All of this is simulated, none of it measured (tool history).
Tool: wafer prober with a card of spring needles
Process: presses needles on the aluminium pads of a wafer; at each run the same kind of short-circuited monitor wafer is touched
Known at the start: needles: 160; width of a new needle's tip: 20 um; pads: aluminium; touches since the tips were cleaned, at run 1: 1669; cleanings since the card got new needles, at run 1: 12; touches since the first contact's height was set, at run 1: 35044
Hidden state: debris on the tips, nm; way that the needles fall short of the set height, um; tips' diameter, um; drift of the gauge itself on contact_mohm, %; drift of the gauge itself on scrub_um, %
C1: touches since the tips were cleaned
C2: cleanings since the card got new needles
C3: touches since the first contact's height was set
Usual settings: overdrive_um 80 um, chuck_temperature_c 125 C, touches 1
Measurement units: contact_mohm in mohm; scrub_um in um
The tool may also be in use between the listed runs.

Run 1, hour 0: usual settings; C1 1669; C2 12; C3 35044. Result: contact_mohm 164 mohm, scrub_um 12.28 um.
At hour 2.3: tips cleaned on abrasive film.
At hour 6.9: tips cleaned on abrasive film.
At hour 11.5: tips cleaned on abrasive film.
At hour 16.1: tips cleaned on abrasive film.
At hour 21.8: tips cleaned on abrasive film.
At hour 26.4: tips cleaned on abrasive film.
At hour 30.9: tips cleaned on abrasive film.
Run 2, hour 32.1: usual settings; C1 658; C2 19; C3 52251. Result: contact_mohm 146 mohm, scrub_um 12.03 um.
At hour 35.6: tips cleaned on abrasive film.
At hour 40.2: tips cleaned on abrasive film.
At hour 44.8: tips cleaned on abrasive film.
At hour 50.5: tips cleaned on abrasive film.
At hour 55.1: tips cleaned on abrasive film.
At hour 60.8: tips cleaned on abrasive film.
Run 3, hour 62.3: usual settings; C1 823; C2 25; C3 68408. Result: contact_mohm 157 mohm, scrub_um 12.05 um.
At hour 65.7: tips cleaned on abrasive film.
At hour 70.3: tips cleaned on abrasive film.
At hour 73.8: tips cleaned on abrasive film, once more.
At hour 78.3: tips cleaned on abrasive film.
Run 4, hour 79.7: usual settings; C1 743; C2 29; C3 77731. Result: contact_mohm 154 mohm, scrub_um 11.92 um.
At hour 83.2: tips cleaned on abrasive film.
At hour 87.7: tips cleaned on abrasive film.
At hour 93.4: tips cleaned on abrasive film.
At hour 98: tips cleaned on abrasive film.
Run 5, hour 100: usual settings; C1 1098; C2 33; C3 88638. Result: contact_mohm 161 mohm, scrub_um 11.68 um.
At hour 103.5: tips cleaned on abrasive film.
At hour 108.1: tips cleaned on abrasive film.
At hour 112.6: tips cleaned on abrasive film.
At hour 118.3: tips cleaned on abrasive film.
At hour 122.9: tips cleaned on abrasive film.
Run 6, hour 125.5: usual settings; C1 1404; C2 38; C3 102300. Result: contact_mohm 165 mohm, scrub_um 11.67 um.
At hour 127.8: tips cleaned on abrasive film.
At hour 133.5: tips cleaned on abrasive film.
At hour 138.1: tips cleaned on abrasive film.
Run 7, hour 139.6: usual settings; C1 825; C2 41; C3 109867. Result: contact_mohm 152 mohm, scrub_um 11.51 um.
At hour 143.1: tips cleaned on abrasive film.
At hour 147.6: tips cleaned on abrasive film.
At hour 152.2: tips cleaned on abrasive film.
Run 8, hour 155.2: usual settings; C1 1612; C2 44; C3 118220. Result: contact_mohm 168 mohm, scrub_um 11.56 um.
At hour 157.5: tips cleaned on abrasive film.
At hour 163.2: tips cleaned on abrasive film.
At hour 168.9: tips cleaned on abrasive film.
At hour 173.5: tips cleaned on abrasive film.
At hour 179.2: tips cleaned on abrasive film.
At hour 183.8: tips cleaned on abrasive film.
Run 9, hour 186.3: usual settings; C1 1412; C2 50; C3 134956. Result: contact_mohm 164 mohm, scrub_um 11.46 um.
At hour 188.7: tips cleaned on abrasive film.
At hour 194.4: tips cleaned on abrasive film.
At hour 200.1: tips cleaned on abrasive film.
At hour 205.8: tips cleaned on abrasive film.
At hour 210.6: tips cleaned on abrasive film.
Run 10, hour 210.6: usual settings but overdrive_um 61 um, chuck_temperature_c 44 C, touches 3; C1 0; C2 55; C3 147979. Result: contact_mohm 125 mohm, scrub_um 8.62 um.

Run 11 has not been measured yet. What should we expect?
At hour 213.2: height of the first contact set anew.
At hour 215.5: tips cleaned on abrasive film.
At hour 220.1: tips cleaned on abrasive film.
At hour 224.7: tips cleaned on abrasive film.
At hour 229.2: tips cleaned on abrasive film.
Run 11, hour 229.5: usual settings but overdrive_um 91 um, chuck_temperature_c 57 C; C1 151; C2 59; C3 8732. Result: contact_mohm ?, scrub_um ?.

contact_mohm: 123 mohm
scrub_um: 13.8 um
Without the tool's hidden state the same run would have given contact_mohm 115 mohm, scrub_um 13.85 um.

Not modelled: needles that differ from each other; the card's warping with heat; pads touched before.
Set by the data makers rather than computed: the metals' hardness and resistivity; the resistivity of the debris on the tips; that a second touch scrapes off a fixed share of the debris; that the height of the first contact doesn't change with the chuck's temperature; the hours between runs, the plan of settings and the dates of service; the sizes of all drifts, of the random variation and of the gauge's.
